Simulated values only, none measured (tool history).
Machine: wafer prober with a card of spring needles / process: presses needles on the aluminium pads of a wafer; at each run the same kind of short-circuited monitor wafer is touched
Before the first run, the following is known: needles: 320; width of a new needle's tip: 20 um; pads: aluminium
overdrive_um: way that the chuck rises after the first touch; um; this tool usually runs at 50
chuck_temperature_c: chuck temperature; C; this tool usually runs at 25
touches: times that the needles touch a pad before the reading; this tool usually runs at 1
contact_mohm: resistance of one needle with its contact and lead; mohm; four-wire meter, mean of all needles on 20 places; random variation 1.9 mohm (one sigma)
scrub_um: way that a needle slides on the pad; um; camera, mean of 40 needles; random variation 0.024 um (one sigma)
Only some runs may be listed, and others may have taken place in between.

run,day,overdrive_um,chuck_temperature_c,touches,contact_mohm,scrub_um
1,0,50,25,1,201,7.64
# day 0.467: tips cleaned on abrasive film
2,0.558,50,25,1,198,7.63
3,0.892,50,38,1,203,7.65
# day 1.192: tips cleaned on abrasive film
4,1.238,50,38,1,204,7.62
5,1.867,50,38,1,197,7.64
# day 1.933: tips cleaned on abrasive film
6,2.362,50,38,1,205,7.64
# day 2.642: tips cleaned on abrasive film
7,2.883,50,38,1,204,7.68
8,3.233,50,25,1,200,7.63
# day 3.375: tips cleaned on abrasive film
9,3.642,35,25,1,212,5.4
# day 4.104: tips cleaned on abrasive film
10,4.146,66,87,3,208,10.11
# day 4.821: tips cleaned on abrasive film
11,4.821,66,87,3,206,10.11
12,5.25,66,87,3,211,10.13
# day 5.542: tips cleaned on abrasive film
13,5.812,50,33,2,200,7.71
# day 6.292: tips cleaned on abrasive film
# day 6.375: height of the first contact set anew
14,6.488,50,33,2,202,7.69
# day 7.038: tips cleaned on abrasive film
15,7.046,57,80,1,210,8.81
16,7.646,55,45,1,202,8.46
# day 7.792: tips cleaned on abrasive film
17,7.954,55,73,2,210,8.49
18,8.333,44,75,3,219,6.72

Consider 5 possible next runs. They are alternatives, not a sequence: every one starts from the tool as it was left by run 18. What does each give?
# day 8.533: tips cleaned on abrasive film
A,8.9,45,36,3,?,?
# day 8.533: tips cleaned on abrasive film
B,8.9,34,25,1,?,?
# day 8.533: tips cleaned on abrasive film
C,8.9,51,105,2,?,?
# day 8.533: tips cleaned on abrasive film
D,8.9,31,25,1,?,?
# day 8.533: tips cleaned on abrasive film
E,8.9,32,122,1,?,?

run,contact_mohm,scrub_um
A,209,6.93
B,212,5.22
C,220,7.88
D,213,4.82
E,243,4.91
With the hidden condition removed and each run's random variation left untouched, the same runs would have given:
run,contact_mohm,scrub_um
A,209,6.84
B,212,5.15
C,220,7.78
D,213,4.76
E,243,4.85

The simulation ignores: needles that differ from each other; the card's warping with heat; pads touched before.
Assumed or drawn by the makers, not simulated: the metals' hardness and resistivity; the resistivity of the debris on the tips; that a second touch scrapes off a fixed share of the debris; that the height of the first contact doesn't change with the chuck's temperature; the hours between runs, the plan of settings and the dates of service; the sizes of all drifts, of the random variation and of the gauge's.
